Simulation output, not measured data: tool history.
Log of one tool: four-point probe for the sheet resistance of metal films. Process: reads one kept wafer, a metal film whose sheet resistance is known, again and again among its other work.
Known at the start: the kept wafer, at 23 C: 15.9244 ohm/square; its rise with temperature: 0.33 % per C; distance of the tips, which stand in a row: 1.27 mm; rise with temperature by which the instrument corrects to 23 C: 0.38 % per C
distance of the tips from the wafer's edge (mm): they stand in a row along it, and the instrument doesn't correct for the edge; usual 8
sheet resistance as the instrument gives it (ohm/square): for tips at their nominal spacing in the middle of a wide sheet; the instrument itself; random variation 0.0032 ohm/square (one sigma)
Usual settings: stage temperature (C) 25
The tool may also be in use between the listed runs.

run    hour  stage temperature (C)  distance of the tips from the wafer's edge (mm)  sheet resistance as the instrument gives it (ohm/square)
  1       0                     25                                                8                                                 15.812098
  2    39.9                     25                                                8                                                 15.807556
  3    92.8                     25                                                8                                                 15.806936
  4   125.4                     25                                                8                                                 15.800842
  5   183.4                     25                                                7                                                 15.854727
  6   210.5                     19                                                8                                                 15.838955
  7   247.7                     19                                                8                                                 15.833359
  8   303.3                     25                                                8                                                 15.787584
  9   358.9                     25                                                8                                                 15.780043
 10   404.8                     25                                                8                                                 15.774412
 11   434.3                     25                                                8                                                 15.774632
 12   480.9                     25                                                8                                                 15.767668
 13   532.6                     30                                                8                                                 15.724122
 14     580                     30                                                8                                                 15.723594
 15   624.7                     30                                                8                                                 15.720932
 16   671.9                     30                                                8                                                 15.719038
 17     732                     35                                                8                                                  15.69853
 18   762.9                     25                                                8                                                 15.778465
 19   802.7                     25                                               33                                                 15.574868
 20   850.8                     25                                               33                                                 15.572302
 21   882.1                     25                                                8                                                 15.755833
 22   918.1                     25                                                8                                                 15.764782
 23   970.5                     25                                                8                                                 15.755138
 24  1005.2                     23                                               11                                                 15.669552
 25  1059.6                     25                                               56                                                 15.548506
 26  1121.2                     25                                               30                                                 15.546892
 27  1173.9                     31                                               34                                                 15.497391
 28  1222.3                     31                                               34                                                  15.49495
 29  1285.4                     22                                               46                                                 15.549305
 30  1333.3                     25                                               40                                                 15.983896
 31  1370.8                     23                                                6                                                 16.364459
 32    1403                     23                                                6                                                 16.363856
 33  1461.3                     31                                               56                                                 15.914877
 34    1490                     25                                               20                                                 15.994994
 35  1537.6                     25                                               20                                                 15.992461
 36  1574.6                     25                                               20                                                  15.99254
 37  1611.9                     25                                               20                                                 15.988246
 38  1659.8                     25                                               20                                                 15.982124
 39  1690.7                     29                                                5                                                 16.444895
 40  1727.7                     29                                                5                                                 16.443987
 41  1782.3                     24                                                7                                                 16.223906
 42  1843.8                     18                                               66                                                 15.989071
 43  1892.7                     25                                               28                                                 15.945195
 44  1928.3                     25                                               28                                                 15.936937
 45  1965.5                     20                                               14                                                 16.036785
 46  2009.9                     20                                               15                                                 16.022396

Not shown: 2 entries that the log had between the listed runs. Between which runs, and how does the tool's hidden state differ before and after?
Between runs 16 and 17: stage's thermometer calibrated (hour 718.8)
  inner tips' distance over the nominal, %: -1.98 -> -2.005; tips' flats over new ones', %: 42 -> 43; wafer's true temperature over the reading, C: -0.45 -> 0.05
  measured less the result without the state, sheet resistance as the instrument gives it (ohm/square): -0.366309 -> -0.344432
Between runs 29 and 30: new probe head fitted (hour 1321.2)
  inner tips' distance over the nominal, %: -2.23 -> 0.406; tips' flats over new ones', %: 50 -> 0; wafer's true temperature over the reading, C: -0.08 -> -0.09
  measured less the result without the state, sheet resistance as the instrument gives it (ohm/square): -0.387286 -> +0.065315
